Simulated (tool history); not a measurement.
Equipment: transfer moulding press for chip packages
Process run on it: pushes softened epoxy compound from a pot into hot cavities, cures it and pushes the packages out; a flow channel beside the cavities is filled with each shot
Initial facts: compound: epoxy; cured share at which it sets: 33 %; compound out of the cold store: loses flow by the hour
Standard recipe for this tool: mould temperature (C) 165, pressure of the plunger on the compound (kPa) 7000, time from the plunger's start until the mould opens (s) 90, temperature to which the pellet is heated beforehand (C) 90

| run | hour | mould temperature (C) | pressure of the plunger on the compound (kPa) | time from the plunger's start until the mould opens (s) | temperature to which the pellet is heated beforehand (C) | incoming compound's hours out of the cold store | length that the compound runs in the flow channel (mm) | greatest force on the pins that push the packages out (N) |
|---|---|---|---|---|---|---|---|---|
| 1 | 0 | 165 | 7000 | 90 | 90 | 42.2 | 581 | 315 |
| 2 | 72.9 | 159 | 7000 | 90 | 90 | 39.2 | 605 | 401 |
| 3 | 133.3 | 159 | 7000 | 90 | 90 | 20.4 | 640 | 404 |
| 4 | 189.5 | 159 | 7000 | 90 | 90 | 26.3 | 626 | 407 |
| 5 | 239.9 | 159 | 7000 | 90 | 90 | 27.2 | 623 | 405 |
| 6 | 313.7 | 165 | 7000 | 90 | 90 | 38.3 | 590 | 306 |
| 7 | 344 | 165 | 7000 | 90 | 90 | 18.4 | 647 | 316 |
| 8 | 418.4 | 165 | 7000 | 90 | 90 | 8.3 | 667 | 327 |
| 9 | 467.9 | 163 | 7000 | 90 | 90 | 41.3 | 593 | 329 |
| 10 | 510.8 | 163 | 7000 | 90 | 90 | 44.8 | 574 | 338 |
| 11 | 564 | 163 | 7000 | 90 | 90 | 23.8 | 630 | 336 |
| 12 | 619.3 | 163 | 7000 | 90 | 90 | 8.1 | 674 | 324 |
| 13 | 684.6 | 163 | 7000 | 90 | 90 | 40.5 | 590 | 321 |
| 14 | 723.1 | 163 | 7000 | 90 | 90 | 40.6 | 593 | 329 |
| 15 | 785.4 | 163 | 7000 | 86 | 86 | 9.1 | 666 | 361 |
| 16 | 838.5 | 163 | 6170 | 97 | 86 | 33.7 | 567 | 310 |
| 17 | 898.3 | 160 | 6040 | 111 | 87 | 16.1 | 604 | 316 |
| 18 | 954.8 | 166 | 7000 | 80 | 90 | 30 | 606 | 346 |
| 19 | 999.9 | 158 | 7000 | 95 | 90 | 45.6 | 591 | 370 |
| 20 | 1036.4 | 158 | 7000 | 95 | 90 | 11.6 | 667 | 404 |
| 21 | 1090.2 | 159 | 7000 | 103 | 93 | 31.6 | 634 | 328 |
| 22 | 1146.7 | 165 | 5670 | 83 | 86 | 10.3 | 603 | 350 |
| 23 | 1176.8 | 160 | 5670 | 82 | 84 | 39.1 | 534 | 475 |
| 24 | 1214.5 | 160 | 5670 | 82 | 84 | 20.1 | 580 | 480 |
| 25 | 1268.7 | 165 | 8750 | 90 | 90 | 24.1 | 700 | 313 |
| 26 | 1338.9 | 166 | 8750 | 90 | 90 | 40.3 | 658 | 295 |

Removed from this log: 21 entries logged between the listed runs. Between which two listed runs does each belong, and how does the tool's hidden state at the listed run before it compare with that at the listed run after it?
In the gap between runs 1 and 2: cavities cleaned with cleaning compound and waxed (hour 47.1)
  pressure that reaches the compound, % of what is set: 99.95 -> 99.91; grip of the stained cavities, % over clean ones': 0.7 -> 0.6
In the gap between runs 2 and 3: cavities cleaned with cleaning compound and waxed (hour 128)
  pressure that reaches the compound, % of what is set: 99.91 -> 99.89; grip of the stained cavities, % over clean ones': 0.6 -> 0.2
In the gap between runs 4 and 5: cavities cleaned with cleaning compound and waxed (hour 204.3)
  pressure that reaches the compound, % of what is set: 99.86 -> 99.83; grip of the stained cavities, % over clean ones': 1 -> 0.7
In the gap between runs 5 and 6: cavities cleaned with cleaning compound and waxed (hour 282.3); plunger's sealing rings changed (hour 307.7)
  pressure that reaches the compound, % of what is set: 99.83 -> 99.99; grip of the stained cavities, % over clean ones': 0.7 -> 0.6
In the gap between runs 7 and 8: cavities cleaned with cleaning compound and waxed (hour 363.1)
  pressure that reaches the compound, % of what is set: 99.97 -> 99.94; grip of the stained cavities, % over clean ones': 1 -> 0.9
In the gap between runs 8 and 9: cavities cleaned with cleaning compound and waxed (hour 442.3)
  pressure that reaches the compound, % of what is set: 99.94 -> 99.91; grip of the stained cavities, % over clean ones': 0.9 -> 0.6
In the gap between runs 10 and 11: cavities cleaned with cleaning compound and waxed (hour 518.7)
  pressure that reaches the compound, % of what is set: 99.89 -> 99.86; grip of the stained cavities, % over clean ones': 1.1 -> 0.8
In the gap between runs 11 and 12: cavities cleaned with cleaning compound and waxed (hour 595.3)
  pressure that reaches the compound, % of what is set: 99.86 -> 99.83; grip of the stained cavities, % over clean ones': 0.8 -> 0.5
In the gap between runs 12 and 13: cavities cleaned with cleaning compound and waxed (hour 674); plunger's sealing rings changed (hour 681.4)
  pressure that reaches the compound, % of what is set: 99.83 -> 100; grip of the stained cavities, % over clean ones': 0.5 -> 0.3
In the gap between runs 14 and 15: cavities cleaned with cleaning compound and waxed (hour 755.3); mould's thermocouples calibrated (hour 762.6)
  pressure that reaches the compound, % of what is set: 99.98 -> 99.95; grip of the stained cavities, % over clean ones': 0.9 -> 0.6
In the gap between runs 15 and 16: cavities cleaned with cleaning compound and waxed (hour 834.3)
  pressure that reaches the compound, % of what is set: 99.95 -> 99.92; grip of the stained cavities, % over clean ones': 0.6 -> 0.1
In the gap between runs 17 and 18: cavities cleaned with cleaning compound and waxed (hour 911.1)
  pressure that reaches the compound, % of what is set: 99.89 -> 99.86; grip of the stained cavities, % over clean ones': 1 -> 0.8
In the gap between runs 18 and 19: cavities cleaned with cleaning compound and waxed (hour 989.3)
  pressure that reaches the compound, % of what is set: 99.86 -> 99.84; grip of the stained cavities, % over clean ones': 0.8 -> 0.2
In the gap between runs 20 and 21: plunger's sealing rings changed (hour 1058.7); cavities cleaned with cleaning compound and waxed (hour 1068.2)
  pressure that reaches the compound, % of what is set: 99.82 -> 99.98; grip of the stained cavities, % over clean ones': 0.9 -> 0.5
In the gap between runs 21 and 22: cavities cleaned with cleaning compound and waxed (hour 1145.1)
  pressure that reaches the compound, % of what is set: 99.98 -> 99.95; grip of the stained cavities, % over clean ones': 0.5 -> 0
In the gap between runs 24 and 25: cavities cleaned with cleaning compound and waxed (hour 1224.2)
  pressure that reaches the compound, % of what is set: 99.92 -> 99.89; grip of the stained cavities, % over clean ones': 1.1 -> 0.8
In the gap between runs 25 and 26: cavities cleaned with cleaning compound and waxed (hour 1304.6)
  pressure that reaches the compound, % of what is set: 99.89 -> 99.85; grip of the stained cavities, % over clean ones': 0.8 -> 0.7

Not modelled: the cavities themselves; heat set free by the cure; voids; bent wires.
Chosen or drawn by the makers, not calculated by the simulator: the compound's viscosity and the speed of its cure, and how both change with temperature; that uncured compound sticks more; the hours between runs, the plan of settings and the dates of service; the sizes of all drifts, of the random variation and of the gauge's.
